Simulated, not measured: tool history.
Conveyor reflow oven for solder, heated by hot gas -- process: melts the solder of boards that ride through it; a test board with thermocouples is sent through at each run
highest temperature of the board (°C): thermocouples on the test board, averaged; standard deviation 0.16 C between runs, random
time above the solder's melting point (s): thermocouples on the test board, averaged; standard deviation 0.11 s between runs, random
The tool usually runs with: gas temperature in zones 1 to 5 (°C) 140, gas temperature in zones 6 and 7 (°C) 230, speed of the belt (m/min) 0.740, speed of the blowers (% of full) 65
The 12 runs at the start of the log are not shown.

| run | day | gas temperature in zones 1 to 5 (°C) | gas temperature in zones 6 and 7 (°C) | speed of the belt (m/min) | speed of the blowers (% of full) | highest temperature of the board (°C) | time above the solder's melting point (s) |
|---|---|---|---|---|---|---|---|
| 13 | 27.612 | 140 | 230 | 0.740 | 65 | 212.1 | 45.0 |
|  | 29.204 | flux residue cleaned out of gas plates and filters |
| 14 | 29.208 | 140 | 230 | 0.740 | 65 | 212.0 | 44.9 |
| 15 | 30.808 | 140 | 230 | 0.740 | 65 | 212.1 | 45.2 |
| 16 | 32.421 | 144 | 218 | 0.646 | 65 | 205.9 | 49.3 |
| 17 | 34.496 | 144 | 218 | 0.646 | 65 | 206.2 | 49.4 |
| 18 | 36.071 | 151 | 225 | 0.745 | 89 | 214.8 | 51.8 |
| 19 | 38.233 | 140 | 236 | 0.679 | 65 | 219.8 | 55.5 |
| 20 | 40.942 | 138 | 218 | 0.761 | 65 | 200.8 | 32.7 |
|  | 43.408 | flux residue cleaned out of gas plates and filters |
| 21 | 43.696 | 149 | 226 | 0.636 | 62 | 213.8 | 58.6 |
| 22 | 46.438 | 149 | 226 | 0.715 | 80 | 214.6 | 53.1 |
| 23 | 47.938 | 141 | 230 | 0.668 | 56 | 212.5 | 51.0 |
| 24 | 49.842 | 140 | 230 | 0.740 | 85 | 216.9 | 49.6 |
| 25 | 52.062 | 140 | 230 | 0.740 | 85 | 217.0 | 49.2 |
| 26 | 54.662 | 140 | 230 | 0.740 | 85 | 216.9 | 49.5 |
| 27 | 56.608 | 140 | 230 | 0.822 | 85 | 213.7 | 42.3 |
|  | 57.704 | flux residue cleaned out of gas plates and filters |
| 28 | 58.550 | 140 | 222 | 0.749 | 85 | 209.9 | 44.0 |
| 29 | 60.446 | 140 | 222 | 0.749 | 85 | 209.8 | 44.0 |
| 30 | 62.762 | 140 | 222 | 0.749 | 85 | 209.5 | 44.0 |

What if the next run were any one of these 4? Each begins from the tool's condition after run 30:
| A | 64.717 | 140 | 233 | 0.740 | 65 | ? | ? |
| B | 64.717 | 129 | 222 | 0.642 | 82 | ? | ? |
| C | 64.717 | 140 | 224 | 0.749 | 85 | ? | ? |
| D | 64.717 | 140 | 244 | 0.749 | 55 | ? | ? |

| run | highest temperature of the board (°C) | time above the solder's melting point (s) |
|---|---|---|
| A | 214.5 | 46.8 |
| B | 211.5 | 50.4 |
| C | 211.5 | 45.3 |
| D | 219.5 | 49.3 |
Without the tool's unlogged condition, the same runs would have read:
| run | highest temperature of the board (°C) | time above the solder's melting point (s) |
|---|---|---|
| A | 214.5 | 46.8 |
| B | 211.6 | 50.4 |
| C | 211.5 | 45.3 |
| D | 219.6 | 49.2 |
